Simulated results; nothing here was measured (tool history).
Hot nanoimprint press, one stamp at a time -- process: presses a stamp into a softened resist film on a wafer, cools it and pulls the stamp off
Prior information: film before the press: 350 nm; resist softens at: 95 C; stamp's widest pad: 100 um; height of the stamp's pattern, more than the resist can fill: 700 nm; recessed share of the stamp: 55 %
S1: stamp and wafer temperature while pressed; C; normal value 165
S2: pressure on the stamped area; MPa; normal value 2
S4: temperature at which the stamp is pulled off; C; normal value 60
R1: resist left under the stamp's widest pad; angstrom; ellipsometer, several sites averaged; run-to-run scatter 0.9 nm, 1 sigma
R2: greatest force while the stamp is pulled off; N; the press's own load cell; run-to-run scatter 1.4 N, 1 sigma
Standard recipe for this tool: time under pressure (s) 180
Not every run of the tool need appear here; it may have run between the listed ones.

run 1 hour=0 | S1=165 S2=2 time_under_pressure_(s)=180 S4=60 | R1=1226 R2=113
run 2 hour=19 | S1=165 S2=2 time_under_pressure_(s)=180 S4=60 | R1=1236 R2=113
run 3 hour=30.3 | S1=165 S2=2 time_under_pressure_(s)=180 S4=60 | R1=1241 R2=111
run 4 hour=51.7 | S1=165 S2=2 time_under_pressure_(s)=180 S4=60 | R1=1224 R2=112
run 5 hour=73 | S1=165 S2=2 time_under_pressure_(s)=113 S4=60 | R1=1477 R2=114
run 6 hour=85.5 | S1=165 S2=2 time_under_pressure_(s)=113 S4=60 | R1=1473 R2=111
run 7 hour=107.5 | S1=165 S2=2 time_under_pressure_(s)=174 S4=60 | R1=1257 R2=110
run 8 hour=116.5 | S1=165 S2=1.52 time_under_pressure_(s)=174 S4=60 | R1=1453 R2=113
run 9 hour=132.8 | S1=165 S2=2 time_under_pressure_(s)=180 S4=60 | R1=1254 R2=110
run 10 hour=154.7 | S1=165 S2=2 time_under_pressure_(s)=180 S4=60 | R1=1232 R2=112
run 11 hour=175.7 | S1=165 S2=2 time_under_pressure_(s)=180 S4=60 | R1=1237 R2=113
run 12 hour=187.5 | S1=165 S2=2 time_under_pressure_(s)=180 S4=60 | R1=1243 R2=112
run 13 hour=200.9 | S1=165 S2=2 time_under_pressure_(s)=180 S4=60 | R1=1226 R2=113
run 14 hour=221.4 | S1=165 S2=2 time_under_pressure_(s)=180 S4=60 | R1=1239 R2=111
run 15 hour=240.7 | S1=165 S2=2 time_under_pressure_(s)=180 S4=60 | R1=1259 R2=111
run 16 hour=261.4 | S1=162 S2=2 time_under_pressure_(s)=180 S4=60 | R1=1471 R2=114
run 17 hour=284.4 | S1=168 S2=2.02 time_under_pressure_(s)=180 S4=60 | R1=1051 R2=113
run 18 hour=302 | S1=159 S2=2.02 time_under_pressure_(s)=180 S4=62 | R1=1726 R2=114
run 19 hour=321.9 | S1=159 S2=2.02 time_under_pressure_(s)=180 S4=62 | R1=1740 R2=109
run 20 hour=335.3 | S1=159 S2=1.41 time_under_pressure_(s)=180 S4=62 | R1=2038 R2=108
run 21 hour=348.6 | S1=168 S2=2.99 time_under_pressure_(s)=120 S4=62 | R1=1006 R2=108
run 22 hour=363 | S1=172 S2=2 time_under_pressure_(s)=98 S4=52 | R1=1094 R2=122
run 23 hour=379.4 | S1=172 S2=2 time_under_pressure_(s)=98 S4=52 | R1=1094 R2=124
run 24 hour=391.2 | S1=172 S2=2 time_under_pressure_(s)=98 S4=52 | R1=1089 R2=120
run 25 hour=404.5 | S1=172 S2=2 time_under_pressure_(s)=98 S4=56 | R1=1098 R2=118
run 26 hour=425.3 | S1=172 S2=2 time_under_pressure_(s)=98 S4=56 | R1=1094 R2=118
run 27 hour=437 | S1=161 S2=1.31 time_under_pressure_(s)=180 S4=60 | R1=1878 R2=116
run 28 hour=451.5 | S1=166 S2=1.31 time_under_pressure_(s)=180 S4=64 | R1=1466 R2=106
run 29 hour=465.9 | S1=166 S2=1.31 time_under_pressure_(s)=180 S4=54 | R1=1471 R2=121
run 30 hour=483.4 | S1=164 S2=1.31 time_under_pressure_(s)=180 S4=55 | R1=1625 R2=121

Between the runs listed above, the log contained 3 entries, not reproduced here. Where in the sequence does each belong, and how does what the log doesn't record of the tool's condition differ from the listed run before to the listed run after?
Runs 3 to 4: stamp cleaned and given a new release coat (hour 45.9)
  grip of the stamp's worn release coat, % over a new coat's: 0.5 -> 0
  difference, measured minus the result without the unlogged condition, R1: -8 -> -8 angstrom
Runs 13 to 14: plate thermocouple calibrated (hour 216.8)
  true temperature over the reading, C: 0.15 -> -0.01; pressure that arrives at the usual setting, %: 99.94 -> 99.93
  difference, measured minus the result without the unlogged condition, R1: -10 -> +1 angstrom
Runs 16 to 17: stamp cleaned and given a new release coat (hour 276.7)
  grip of the stamp's worn release coat, % over a new coat's: 0.5 -> 0
  difference, measured minus the result without the unlogged condition, R1: +1 -> +0 angstrom
